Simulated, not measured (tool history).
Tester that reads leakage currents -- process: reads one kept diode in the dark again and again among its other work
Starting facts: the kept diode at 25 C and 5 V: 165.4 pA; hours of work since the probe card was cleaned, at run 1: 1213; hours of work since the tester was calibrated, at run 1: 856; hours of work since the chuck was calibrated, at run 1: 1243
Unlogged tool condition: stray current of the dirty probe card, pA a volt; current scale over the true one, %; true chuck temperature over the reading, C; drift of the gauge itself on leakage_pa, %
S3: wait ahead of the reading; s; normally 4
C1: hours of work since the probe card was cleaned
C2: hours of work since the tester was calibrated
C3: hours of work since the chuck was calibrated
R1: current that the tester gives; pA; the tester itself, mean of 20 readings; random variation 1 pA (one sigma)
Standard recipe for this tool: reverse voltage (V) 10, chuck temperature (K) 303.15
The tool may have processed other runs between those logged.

run 1 hour=0 | reverse_voltage_(V)=10 chuck_temperature_(K)=303.15 S3=4 | C1=1213 C2=856 C3=1243 | R1=375.58
run 2 hour=32.6 | reverse_voltage_(V)=10 chuck_temperature_(K)=326.15 S3=4 | C1=1228 C2=871 C3=1258 | R1=2103.22
run 3 hour=72.6 | reverse_voltage_(V)=10 chuck_temperature_(K)=316.15 S3=4 | C1=1247 C2=890 C3=1277 | R1=1024.52
run 4 hour=118 | reverse_voltage_(V)=10 chuck_temperature_(K)=316.15 S3=4 | C1=1268 C2=911 C3=1298 | R1=1023.43
run 5 hour=153.9 | reverse_voltage_(V)=10 chuck_temperature_(K)=316.15 S3=4 | C1=1285 C2=928 C3=1315 | R1=1022.73
run 6 hour=175.1 | reverse_voltage_(V)=10 chuck_temperature_(K)=312.15 S3=4 | C1=1295 C2=938 C3=1325 | R1=754.15
run 7 hour=221.1 | reverse_voltage_(V)=10 chuck_temperature_(K)=312.15 S3=4 | C1=1317 C2=959 C3=1346 | R1=759.81
run 8 hour=250.5 | reverse_voltage_(V)=10 chuck_temperature_(K)=319.15 S3=4 | C1=1330 C2=973 C3=1360 | R1=1271.68
run 9 hour=293.2 | reverse_voltage_(V)=10 chuck_temperature_(K)=319.15 S3=4 | C1=1350 C2=993 C3=1380 | R1=1279.76
run 10 hour=312.5 | reverse_voltage_(V)=10 chuck_temperature_(K)=319.15 S3=4 | C1=1360 C2=1002 C3=1389 | R1=1281.55
run 11 hour=342.7 | reverse_voltage_(V)=10 chuck_temperature_(K)=303.15 S3=0.45 | C1=1374 C2=1016 C3=1403 | R1=385.22
run 12 hour=388.4 | reverse_voltage_(V)=10 chuck_temperature_(K)=303.15 S3=0.45 | C1=1395 C2=1038 C3=1425 | R1=385.2
run 13 hour=430.8 | reverse_voltage_(V)=3.3 chuck_temperature_(K)=303.15 S3=0.45 | C1=1415 C2=1058 C3=1445 | R1=225.06
run 14 hour=468.6 | reverse_voltage_(V)=3.3 chuck_temperature_(K)=303.15 S3=0.45 | C1=1433 C2=1075 C3=1462 | R1=225.51
run 15 hour=508 | reverse_voltage_(V)=3.3 chuck_temperature_(K)=303.15 S3=0.45 | C1=1451 C2=1094 C3=1481 | R1=226.76
run 16 hour=537.5 | reverse_voltage_(V)=3.3 chuck_temperature_(K)=303.15 S3=0.45 | C1=1465 C2=1108 C3=1495 | R1=226.93
run 17 hour=561.1 | reverse_voltage_(V)=10 chuck_temperature_(K)=303.15 S3=4 | C1=1476 C2=1119 C3=1506 | R1=381.15
run 18 hour=603.4 | reverse_voltage_(V)=10 chuck_temperature_(K)=303.15 S3=4 | C1=1496 C2=1139 C3=1526 | R1=380.24
run 19 hour=635.1 | reverse_voltage_(V)=5 chuck_temperature_(K)=297.15 S3=4.13 | C1=1511 C2=1153 C3=1541 | R1=169.03
run 20 hour=680.7 | reverse_voltage_(V)=4.9 chuck_temperature_(K)=324.15 S3=1.79 | C1=1532 C2=1175 C3=1562 | R1=1315.38
run 21 hour=725.3 | reverse_voltage_(V)=4.9 chuck_temperature_(K)=324.15 S3=1.79 | C1=1553 C2=1196 C3=1583 | R1=1326.22
run 22 hour=770.5 | reverse_voltage_(V)=18.1 chuck_temperature_(K)=320.15 S3=0.32 | C1=1574 C2=1217 C3=1604 | R1=1858.2
run 23 hour=806.8 | reverse_voltage_(V)=1.6 chuck_temperature_(K)=314.15 S3=1.61 | C1=1591 C2=1234 C3=1621 | R1=378.73
run 24 hour=833.2 | reverse_voltage_(V)=3.2 chuck_temperature_(K)=294.15 S3=1.44 | C1=1604 C2=1246 C3=1633 | R1=106.98
run 25 hour=876.5 | reverse_voltage_(V)=10 chuck_temperature_(K)=306.15 S3=0.53 | C1=1624 C2=1267 C3=1654 | R1=489.29
run 26 hour=921.3 | reverse_voltage_(V)=1.5 chuck_temperature_(K)=305.15 S3=4.52 | C1=1645 C2=1288 C3=1675 | R1=183.4
run 27 hour=948.5 | reverse_voltage_(V)=8.4 chuck_temperature_(K)=328.15 S3=4 | C1=1658 C2=1300 C3=1687 | R1=2269.88
run 28 hour=992.3 | reverse_voltage_(V)=8.4 chuck_temperature_(K)=328.15 S3=4 | C1=1678 C2=1321 C3=1708 | R1=2264.67
run 29 hour=1035 | reverse_voltage_(V)=10 chuck_temperature_(K)=299.15 S3=9.55 | C1=1698 C2=1341 C3=1728 | R1=279.59
run 30 hour=1070.5 | reverse_voltage_(V)=10 chuck_temperature_(K)=299.15 S3=9.55 | C1=1715 C2=1358 C3=1745 | R1=279.59
run 31 hour=1090.3 | reverse_voltage_(V)=10 chuck_temperature_(K)=297.15 S3=7.42 | C1=1724 C2=1367 C3=1754 | R1=238.22
run 32 hour=1136 | reverse_voltage_(V)=5.9 chuck_temperature_(K)=294.15 S3=3.07 | C1=1746 C2=1388 C3=1775 | R1=145.46
run 33 hour=1174.2 | reverse_voltage_(V)=9.1 chuck_temperature_(K)=305.15 S3=1.75 | C1=1764 C2=1406 C3=1793 | R1=436.65
run 34 hour=1218.6 | reverse_voltage_(V)=2.6 chuck_temperature_(K)=303.15 S3=1.51 | C1=1784 C2=1427 C3=1814 | R1=205.55

Consider 4 possible next runs. They are alternatives, not a sequence: every one starts from the tool as it was left by run 34. What does each give?
run A hour=1262.6 | reverse_voltage_(V)=9.6 chuck_temperature_(K)=303.15 S3=8.25 | C1=1805 C2=1448 C3=1835 | R1=?
run B hour=1262.6 | reverse_voltage_(V)=2.6 chuck_temperature_(K)=303.15 S3=4.84 | C1=1805 C2=1448 C3=1835 | R1=?
run C hour=1262.6 | reverse_voltage_(V)=9.1 chuck_temperature_(K)=307.15 S3=1 | C1=1805 C2=1448 C3=1835 | R1=?
run D hour=1262.6 | reverse_voltage_(V)=14.1 chuck_temperature_(K)=301.15 S3=1.33 | C1=1805 C2=1448 C3=1835 | R1=?

run=A R1=379.87
run=B R1=204.81
run=C R1=512.36
run=D R1=393.31
The same runs, with their run-to-run variation unchanged, on a tool lacking any hidden condition would have given:
run=A R1=339.34
run=B R1=184.9
run=C R1=461.93
run=D R1=347.99

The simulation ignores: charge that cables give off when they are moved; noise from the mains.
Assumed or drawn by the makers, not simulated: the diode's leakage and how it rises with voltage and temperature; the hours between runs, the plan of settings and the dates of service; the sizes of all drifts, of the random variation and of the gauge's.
